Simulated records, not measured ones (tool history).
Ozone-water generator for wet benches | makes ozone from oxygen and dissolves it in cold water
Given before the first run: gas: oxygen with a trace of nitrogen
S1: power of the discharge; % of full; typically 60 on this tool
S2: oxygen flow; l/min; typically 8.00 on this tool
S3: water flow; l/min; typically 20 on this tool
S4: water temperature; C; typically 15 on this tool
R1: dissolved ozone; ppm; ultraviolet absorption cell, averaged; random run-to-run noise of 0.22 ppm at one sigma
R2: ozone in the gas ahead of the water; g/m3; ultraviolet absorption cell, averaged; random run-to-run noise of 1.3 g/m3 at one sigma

run,hour,S1,S2,S3,S4,R1,R2
1,0.0,60,8.00,20,15,30.1,247.6
# hour 39.1: contactor cleaned
2,76.2,60,8.00,20,15,32.4,244.4
3,180.9,60,8.00,20,15,32.4,247.7
4,335.8,60,8.00,20,7,37.1,245.2
5,434.0,60,8.00,20,7,36.7,243.5
6,582.1,60,8.00,20,15,32.1,244.2
7,693.5,60,8.00,20,15,32.0,244.3
8,840.0,60,8.00,20,13,33.1,243.5
9,928.9,60,8.00,20,13,32.7,243.2

Predict the results of run 10:
# hour 941.5: water thermometer calibrated
10,1074.2,51,8.52,24,13,?,?

{"run 10": {"R1": 25.8, "R2": 211.9}}
Without the tool's hidden state the same run would have given R1 26.8 ppm, R2 216.2 g/m3.

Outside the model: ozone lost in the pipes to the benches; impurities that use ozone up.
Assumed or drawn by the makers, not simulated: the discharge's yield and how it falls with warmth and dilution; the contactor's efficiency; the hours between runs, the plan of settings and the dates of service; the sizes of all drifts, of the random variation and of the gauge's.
